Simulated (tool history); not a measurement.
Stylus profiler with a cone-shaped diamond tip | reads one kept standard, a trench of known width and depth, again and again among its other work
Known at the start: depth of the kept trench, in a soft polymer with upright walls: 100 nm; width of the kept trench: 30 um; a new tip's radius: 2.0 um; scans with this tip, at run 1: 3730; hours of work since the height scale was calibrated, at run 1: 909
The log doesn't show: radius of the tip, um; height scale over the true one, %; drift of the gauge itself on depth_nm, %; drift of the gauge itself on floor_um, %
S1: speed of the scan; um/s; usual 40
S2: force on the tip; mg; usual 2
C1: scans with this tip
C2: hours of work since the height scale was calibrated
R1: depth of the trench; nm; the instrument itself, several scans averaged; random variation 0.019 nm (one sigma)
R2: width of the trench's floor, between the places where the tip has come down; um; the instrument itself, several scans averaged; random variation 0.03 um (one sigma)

{"run": 1, "hour": 0.0, "S1": 40, "S2": 2, "C1": 3730, "C2": 909, "R1": 101.03, "R2": 28.27}
{"run": 2, "hour": 53.9, "S1": 40, "S2": 2, "C1": 3851, "C2": 938, "R1": 101.02, "R2": 28.31}
{"run": 3, "hour": 131.3, "S1": 40, "S2": 2, "C1": 4025, "C2": 981, "R1": 101.02, "R2": 28.33}
{"run": 4, "hour": 255.8, "S1": 40, "S2": 2, "C1": 4305, "C2": 1049, "R1": 100.99, "R2": 28.26}
{"run": 5, "hour": 338.7, "S1": 40, "S2": 2, "C1": 4491, "C2": 1094, "R1": 101, "R2": 28.3}
{"run": 6, "hour": 436.0, "S1": 12, "S2": 2, "C1": 4710, "C2": 1148, "R1": 100.99, "R2": 28.45}
{"run": 7, "hour": 543.0, "S1": 133, "S2": 1.19, "C1": 4951, "C2": 1206, "R1": 100.65, "R2": 27.32}
{"run": 8, "hour": 657.3, "S1": 23, "S2": 4.48, "C1": 5208, "C2": 1269, "R1": 101.79, "R2": 28.4}
{"run": 9, "hour": 789.8, "S1": 23, "S2": 4.48, "C1": 5506, "C2": 1342, "R1": 101.78, "R2": 28.43}
{"run": 10, "hour": 858.2, "S1": 40, "S2": 0.78, "C1": 5660, "C2": 1379, "R1": 100.39, "R2": 28.1}
{"run": 11, "hour": 936.9, "S1": 40, "S2": 0.78, "C1": 5837, "C2": 1422, "R1": 100.39, "R2": 28.09}
{"run": 12, "hour": 1036.7, "S1": 40, "S2": 0.78, "C1": 6061, "C2": 1477, "R1": 100.36, "R2": 28.03}

Forecast each of these 4 alternatives for the next run:
{"run": "A", "hour": 1113.6, "S1": 40, "S2": 0.71, "C1": 6234, "C2": 1519, "R1": "?", "R2": "?"}
{"run": "B", "hour": 1113.6, "S1": 40, "S2": 4.98, "C1": 6234, "C2": 1519, "R1": "?", "R2": "?"}
{"run": "C", "hour": 1113.6, "S1": 125, "S2": 1.07, "C1": 6234, "C2": 1519, "R1": "?", "R2": "?"}
{"run": "D", "hour": 1113.6, "S1": 29, "S2": 2, "C1": 6234, "C2": 1519, "R1": "?", "R2": "?"}

run=A R1=100.32 R2=28.03
run=B R1=101.89 R2=28.32
run=C R1=100.52 R2=27.29
run=D R1=100.89 R2=28.29
Without the tool's hidden state the same runs would have given:
run=A R1=100.59 R2=28.29
run=B R1=102.16 R2=28.59
run=C R1=100.79 R2=27.56
run=D R1=101.16 R2=28.56
